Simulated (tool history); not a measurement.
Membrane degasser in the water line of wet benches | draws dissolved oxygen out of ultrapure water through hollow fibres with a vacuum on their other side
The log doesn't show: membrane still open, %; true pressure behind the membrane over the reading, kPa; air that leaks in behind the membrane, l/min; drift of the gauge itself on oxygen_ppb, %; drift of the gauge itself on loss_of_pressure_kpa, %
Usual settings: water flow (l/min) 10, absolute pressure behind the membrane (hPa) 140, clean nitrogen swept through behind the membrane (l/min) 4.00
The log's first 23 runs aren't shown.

run	hour	water flow (l/min)	absolute pressure behind the membrane (hPa)	clean nitrogen swept through behind the membrane (l/min)	hours since the membrane was changed	hours since the vacuum gauge was calibrated	hours since the vacuum lines were made tight	dissolved oxygen in the water behind the degasser (ppb)	pressure that the water loses in the fibres (hPa)
24	5065.6	9	194	10.06	9780	1135	5790	51.8	510.9
25	5254.5	7	131	7.74	9969	1324	5979	30.6	400.2
26	5442.5	7	131	7.74	10157	1512	6167	30.8	400.0
27	5600.6	10	88	2.90	10315	1670	6325	67.8	570.1
28	5913.3	14	113	2.90	10628	1983	6638	137.0	800.8
29	6185.5	10	179	4.00	10900	2255	6910	112.3	570.2
30	6394.1	10	179	4.00	11109	2463	7119	112.1	573.3
31	6581.7	12	179	2.59	11296	2651	7306	197.1	685.4
32	6881.9	12	179	2.59	11597	2951	7606	197.2	685.8

3 ways to go on from here, each from the tool as it stands after run 32. What would each give?
A	7041.3	14	97	2.53	11756	3111	7766	?	?
B	7041.3	14	179	2.59	11756	3111	7766	?	?
C	7041.3	10	273	1.79	11756	3111	7766	?	?

run	dissolved oxygen in the water behind the degasser (ppb)	pressure that the water loses in the fibres (hPa)
A	131.5	802.0
B	235.9	802.2
C	342.6	569.1
Without the tool's hidden state the same runs would have given:
run	dissolved oxygen in the water behind the degasser (ppb)	pressure that the water loses in the fibres (hPa)
A	121.7	776.0
B	224.2	776.1
C	328.9	550.5
